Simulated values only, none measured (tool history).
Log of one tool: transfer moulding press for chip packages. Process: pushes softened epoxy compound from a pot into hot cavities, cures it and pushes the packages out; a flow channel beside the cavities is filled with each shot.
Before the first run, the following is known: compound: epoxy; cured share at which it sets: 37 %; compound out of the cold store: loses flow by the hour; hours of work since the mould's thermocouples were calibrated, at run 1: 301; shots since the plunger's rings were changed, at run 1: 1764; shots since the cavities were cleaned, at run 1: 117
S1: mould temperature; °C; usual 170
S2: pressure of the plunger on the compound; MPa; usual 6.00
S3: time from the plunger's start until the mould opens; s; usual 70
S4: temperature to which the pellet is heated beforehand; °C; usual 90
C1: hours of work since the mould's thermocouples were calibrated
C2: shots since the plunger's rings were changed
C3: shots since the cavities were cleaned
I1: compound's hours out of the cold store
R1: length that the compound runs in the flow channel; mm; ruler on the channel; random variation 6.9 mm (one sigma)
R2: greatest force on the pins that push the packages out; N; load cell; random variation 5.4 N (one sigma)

run	hour	S1	S2	S3	S4	C1	C2	C3	I1	R1	R2
1	0.0	170	6.00	70	90	301	1764	117	29.1	774	216
2	4.7	170	6.00	70	90	304	1840	193	45.7	717	221
3	10.0	170	6.00	91	90	308	1926	279	44.2	720	219
4	17.6	170	6.00	70	95	314	2049	402	14.3	805	267
# hour 26.2: cavities cleaned with cleaning compound and waxed
5	28.7	170	6.00	70	95	321	2206	41	36.3	748	308
6	37.1	170	6.00	70	95	327	2342	177	17.2	813	318
7	44.9	170	6.00	70	95	332	2467	302	11.6	807	310
8	52.7	170	6.00	70	95	338	2595	430	38.7	738	287
# hour 59.0: cavities cleaned with cleaning compound and waxed
9	59.1	170	6.00	70	95	341	2675	2	30.1	758	192
10	66.7	170	6.00	70	99	347	2798	125	25.1	775	230
# hour 72.2: cavities cleaned with cleaning compound and waxed, once more
11	75.8	170	6.00	70	90	352	2921	59	23.0	775	216
12	80.1	170	6.00	70	90	355	2991	129	31.3	756	221
13	87.0	170	6.00	70	90	360	3103	241	20.0	799	242
14	94.8	170	6.00	70	90	366	3228	366	9.2	828	265
15	101.0	170	6.00	70	90	370	3330	468	39.0	721	257
# hour 105.7: cavities cleaned with cleaning compound and waxed
16	108.2	170	6.00	70	94	374	3422	41	45.2	702	209
17	118.3	170	6.00	70	85	381	3585	204	16.3	790	232
18	128.1	170	6.00	70	85	388	3745	364	21.2	775	260
# hour 138.6: cavities cleaned with cleaning compound and waxed
19	140.0	165	4.68	70	87	396	3913	22	26.8	680	256
20	145.8	165	4.68	70	87	400	4007	116	32.3	655	262
21	155.8	165	4.68	70	87	407	4169	278	46.3	619	298
22	160.3	173	6.88	70	90	410	4243	352	26.2	804	241
23	165.5	167	6.88	70	90	414	4328	437	9.9	876	324
# hour 171.5: cavities cleaned with cleaning compound and waxed
24	177.0	167	6.88	70	94	421	4490	90	35.2	771	232
25	184.6	167	4.74	54	94	427	4613	213	27.7	671	470
26	192.5	167	4.74	54	94	432	4740	340	39.7	630	476
27	196.8	171	7.15	68	98	435	4810	410	17.5	850	257
# hour 204.7: cavities cleaned with cleaning compound and waxed
28	206.4	171	7.15	68	98	441	4943	29	17.7	844	194
29	211.1	170	6.00	70	90	445	5018	104	12.2	798	236

3 options for the next run, each taken on its own from the tool as it stands now. Forecast them:
A	221.3	162	4.53	103	90	452	5184	270	18.1	?	?
B	221.3	172	6.00	70	87	452	5184	270	11.2	?	?
C	221.3	170	6.00	70	90	452	5184	270	22.0	?	?

run	R1	R2
A	676	218
B	794	242
C	754	241
What these runs would have given with no unlogged condition in the tool:
run	R1	R2
A	726	161
B	853	178
C	810	176
